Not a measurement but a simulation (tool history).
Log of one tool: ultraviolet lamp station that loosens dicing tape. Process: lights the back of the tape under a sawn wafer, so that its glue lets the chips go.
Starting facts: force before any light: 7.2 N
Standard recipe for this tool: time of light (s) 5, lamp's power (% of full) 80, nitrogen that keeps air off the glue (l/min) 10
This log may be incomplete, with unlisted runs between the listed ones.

run,hour,time of light (s),lamp's power (% of full),nitrogen that keeps air off the glue (l/min),force that peels the tape off (N),light that reached the tape (mJ/cm2)
1,0,5,80,10,1.203,433
2,22.6,5,90,10,0.972,487
3,41,5,72,10,1.458,384
4,69.4,5,68,10,1.616,356
5,90.9,5,80,10,1.25,417
6,125.3,5,80,10,1.295,417
7,151,5,62,10,1.897,323
8,178.7,5,73,10,1.592,375
9,217.9,5,73,10,1.518,370
# hour 224.8: window cleaned of glue's vapour
10,235.3,5,73,10,1.737,330
11,256.3,5,73,10,1.794,330
12,274.9,5,80,10,1.584,359
13,312.2,5,91,10,1.314,407
14,349.4,5,91,10,1.313,402
15,376.5,5,91,10,1.291,401
16,408.3,5,91,10,1.388,394
17,437.7,5,80,10,1.659,340
# hour 455: window cleaned of glue's vapour, once more
18,469.7,5,80,10,1.093,449
19,490.4,5,66,10,1.512,373
20,520,5,66,10,1.543,363
21,543.3,5,80,3,1.827,440
22,562.1,5,80,3,1.714,441
23,600.5,5,80,3,1.726,441
24,622.7,4,77,3,2.462,330
25,658.9,4,77,3,2.492,336
26,698.3,3,96,5,2.364,305
27,732.5,8,70,8,0.686,593
28,763.4,3,66,5,3.378,209

Expected results for the next run?
29,783.1,2,98,4,?,?

Run 29 produced force that peels the tape off (N) 3.517, light that reached the tape (mJ/cm2) 206.
Had the tool carried no hidden state, the very same run would have given force that peels the tape off (N) 3.01, light that reached the tape (mJ/cm2) 251.
